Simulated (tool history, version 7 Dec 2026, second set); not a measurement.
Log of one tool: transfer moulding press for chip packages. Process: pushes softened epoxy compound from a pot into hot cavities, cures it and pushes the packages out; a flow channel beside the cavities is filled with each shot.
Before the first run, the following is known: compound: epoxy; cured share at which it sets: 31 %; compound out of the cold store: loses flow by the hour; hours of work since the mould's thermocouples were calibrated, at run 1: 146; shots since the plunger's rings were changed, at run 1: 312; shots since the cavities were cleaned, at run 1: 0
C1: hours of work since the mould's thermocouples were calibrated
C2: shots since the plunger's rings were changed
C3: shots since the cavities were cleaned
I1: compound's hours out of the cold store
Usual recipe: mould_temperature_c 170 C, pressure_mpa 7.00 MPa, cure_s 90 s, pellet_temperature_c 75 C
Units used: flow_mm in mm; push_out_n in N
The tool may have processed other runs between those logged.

{"run": 1, "hour": 0.0, "mould_temperature_c": 170, "pressure_mpa": 7.0, "cure_s": 90, "pellet_temperature_c": 75, "C1": 146, "C2": 312, "C3": 0, "I1": 45.2, "flow_mm": 556, "push_out_n": 215}
{"run": 2, "hour": 13.8, "mould_temperature_c": 170, "pressure_mpa": 8.66, "cure_s": 90, "pellet_temperature_c": 75, "C1": 153, "C2": 443, "C3": 131, "I1": 35.2, "flow_mm": 636, "push_out_n": 225}
{"run": 3, "hour": 21.9, "mould_temperature_c": 170, "pressure_mpa": 8.66, "cure_s": 90, "pellet_temperature_c": 75, "C1": 157, "C2": 520, "C3": 208, "I1": 31.3, "flow_mm": 640, "push_out_n": 236}
{"run": 4, "hour": 29.1, "mould_temperature_c": 170, "pressure_mpa": 8.66, "cure_s": 90, "pellet_temperature_c": 75, "C1": 161, "C2": 588, "C3": 276, "I1": 23.8, "flow_mm": 646, "push_out_n": 253}
{"run": 5, "hour": 36.9, "mould_temperature_c": 170, "pressure_mpa": 7.0, "cure_s": 90, "pellet_temperature_c": 75, "C1": 165, "C2": 662, "C3": 350, "I1": 28.8, "flow_mm": 576, "push_out_n": 266}
{"run": 6, "hour": 52.8, "mould_temperature_c": 170, "pressure_mpa": 7.0, "cure_s": 90, "pellet_temperature_c": 75, "C1": 173, "C2": 813, "C3": 501, "I1": 13.8, "flow_mm": 597, "push_out_n": 265}
{"run": 7, "hour": 64.3, "mould_temperature_c": 170, "pressure_mpa": 7.0, "cure_s": 71, "pellet_temperature_c": 75, "C1": 178, "C2": 921, "C3": 609, "I1": 35.2, "flow_mm": 567, "push_out_n": 446}
{"hour": 76.0, "done": "cavities cleaned with cleaning compound and waxed"}
{"run": 8, "hour": 76.3, "mould_temperature_c": 170, "pressure_mpa": 7.0, "cure_s": 71, "pellet_temperature_c": 75, "C1": 184, "C2": 1021, "C3": 2, "I1": 37.4, "flow_mm": 563, "push_out_n": 346}
{"run": 9, "hour": 90.0, "mould_temperature_c": 170, "pressure_mpa": 7.0, "cure_s": 90, "pellet_temperature_c": 75, "C1": 191, "C2": 1151, "C3": 132, "I1": 45.2, "flow_mm": 552, "push_out_n": 239}
{"run": 10, "hour": 106.7, "mould_temperature_c": 170, "pressure_mpa": 7.0, "cure_s": 90, "pellet_temperature_c": 75, "C1": 199, "C2": 1310, "C3": 291, "I1": 18.3, "flow_mm": 585, "push_out_n": 260}
{"run": 11, "hour": 121.0, "mould_temperature_c": 170, "pressure_mpa": 7.94, "cure_s": 90, "pellet_temperature_c": 75, "C1": 206, "C2": 1444, "C3": 425, "I1": 29.1, "flow_mm": 609, "push_out_n": 261}
{"run": 12, "hour": 136.4, "mould_temperature_c": 170, "pressure_mpa": 7.94, "cure_s": 90, "pellet_temperature_c": 75, "C1": 214, "C2": 1591, "C3": 572, "I1": 18.5, "flow_mm": 626, "push_out_n": 287}
{"hour": 152.0, "done": "cavities cleaned with cleaning compound and waxed"}
{"run": 13, "hour": 153.6, "mould_temperature_c": 170, "pressure_mpa": 7.0, "cure_s": 90, "pellet_temperature_c": 75, "C1": 222, "C2": 1740, "C3": 16, "I1": 46.3, "flow_mm": 551, "push_out_n": 211}
{"run": 14, "hour": 161.1, "mould_temperature_c": 170, "pressure_mpa": 7.0, "cure_s": 90, "pellet_temperature_c": 75, "C1": 226, "C2": 1811, "C3": 87, "I1": 30.0, "flow_mm": 571, "push_out_n": 223}
{"run": 15, "hour": 177.8, "mould_temperature_c": 165, "pressure_mpa": 8.0, "cure_s": 113, "pellet_temperature_c": 73, "C1": 235, "C2": 1969, "C3": 245, "I1": 45.3, "flow_mm": 600, "push_out_n": 218}
{"run": 16, "hour": 188.7, "mould_temperature_c": 165, "pressure_mpa": 8.0, "cure_s": 113, "pellet_temperature_c": 73, "C1": 240, "C2": 2072, "C3": 348, "I1": 22.5, "flow_mm": 634, "push_out_n": 223}
{"run": 17, "hour": 206.4, "mould_temperature_c": 163, "pressure_mpa": 8.0, "cure_s": 113, "pellet_temperature_c": 67, "C1": 249, "C2": 2240, "C3": 516, "I1": 44.6, "flow_mm": 608, "push_out_n": 275}
{"run": 18, "hour": 223.9, "mould_temperature_c": 177, "pressure_mpa": 7.0, "cure_s": 118, "pellet_temperature_c": 75, "C1": 258, "C2": 2406, "C3": 682, "I1": 41.8, "flow_mm": 534, "push_out_n": 216}
{"hour": 227.7, "done": "cavities cleaned with cleaning compound and waxed"}
{"run": 19, "hour": 236.1, "mould_temperature_c": 164, "pressure_mpa": 7.0, "cure_s": 118, "pellet_temperature_c": 75, "C1": 263, "C2": 2507, "C3": 80, "I1": 25.1, "flow_mm": 591, "push_out_n": 206}
{"run": 20, "hour": 244.9, "mould_temperature_c": 170, "pressure_mpa": 8.15, "cure_s": 74, "pellet_temperature_c": 78, "C1": 268, "C2": 2590, "C3": 163, "I1": 17.2, "flow_mm": 626, "push_out_n": 354}
{"run": 21, "hour": 253.5, "mould_temperature_c": 170, "pressure_mpa": 8.15, "cure_s": 74, "pellet_temperature_c": 78, "C1": 272, "C2": 2672, "C3": 245, "I1": 10.5, "flow_mm": 639, "push_out_n": 360}
{"run": 22, "hour": 265.0, "mould_temperature_c": 171, "pressure_mpa": 5.77, "cure_s": 87, "pellet_temperature_c": 78, "C1": 278, "C2": 2781, "C3": 354, "I1": 35.1, "flow_mm": 503, "push_out_n": 250}
{"run": 23, "hour": 276.9, "mould_temperature_c": 176, "pressure_mpa": 7.05, "cure_s": 85, "pellet_temperature_c": 74, "C1": 284, "C2": 2894, "C3": 467, "I1": 29.1, "flow_mm": 553, "push_out_n": 225}
{"run": 24, "hour": 293.6, "mould_temperature_c": 165, "pressure_mpa": 7.0, "cure_s": 114, "pellet_temperature_c": 75, "C1": 292, "C2": 3052, "C3": 625, "I1": 17.3, "flow_mm": 596, "push_out_n": 254}
{"hour": 304.2, "done": "cavities cleaned with cleaning compound and waxed"}
{"run": 25, "hour": 305.2, "mould_temperature_c": 177, "pressure_mpa": 7.0, "cure_s": 110, "pellet_temperature_c": 75, "C1": 298, "C2": 3148, "C3": 10, "I1": 23.1, "flow_mm": 556, "push_out_n": 164}
{"run": 26, "hour": 314.1, "mould_temperature_c": 177, "pressure_mpa": 7.0, "cure_s": 110, "pellet_temperature_c": 75, "C1": 302, "C2": 3233, "C3": 95, "I1": 26.8, "flow_mm": 549, "push_out_n": 183}
{"run": 27, "hour": 328.3, "mould_temperature_c": 177, "pressure_mpa": 7.0, "cure_s": 88, "pellet_temperature_c": 67, "C1": 309, "C2": 3367, "C3": 229, "I1": 38.2, "flow_mm": 536, "push_out_n": 194}
{"run": 28, "hour": 339.3, "mould_temperature_c": 170, "pressure_mpa": 6.79, "cure_s": 73, "pellet_temperature_c": 75, "C1": 315, "C2": 3471, "C3": 333, "I1": 16.4, "flow_mm": 575, "push_out_n": 393}

Forecast each of these 4 alternatives for the next run:
{"run": "A", "hour": 355.2, "mould_temperature_c": 172, "pressure_mpa": 7.55, "cure_s": 73, "pellet_temperature_c": 75, "C1": 323, "C2": 3622, "C3": 484, "I1": 47.4, "flow_mm": "?", "push_out_n": "?"}
{"run": "B", "hour": 355.2, "mould_temperature_c": 167, "pressure_mpa": 7.0, "cure_s": 90, "pellet_temperature_c": 75, "C1": 323, "C2": 3622, "C3": 484, "I1": 32.1, "flow_mm": "?", "push_out_n": "?"}
{"run": "C", "hour": 355.2, "mould_temperature_c": 168, "pressure_mpa": 8.65, "cure_s": 73, "pellet_temperature_c": 75, "C1": 323, "C2": 3622, "C3": 484, "I1": 42.7, "flow_mm": "?", "push_out_n": "?"}
{"run": "D", "hour": 355.2, "mould_temperature_c": 170, "pressure_mpa": 7.0, "cure_s": 80, "pellet_temperature_c": 73, "C1": 323, "C2": 3622, "C3": 484, "I1": 24.6, "flow_mm": "?", "push_out_n": "?"}

run=A flow_mm=553 push_out_n=346
run=B flow_mm=565 push_out_n=297
run=C flow_mm=613 push_out_n=471
run=D flow_mm=569 push_out_n=338
With no hidden state in the tool, these same runs would have given:
run=A flow_mm=571 push_out_n=286
run=B flow_mm=584 push_out_n=243
run=C flow_mm=633 push_out_n=391
run=D flow_mm=588 push_out_n=280
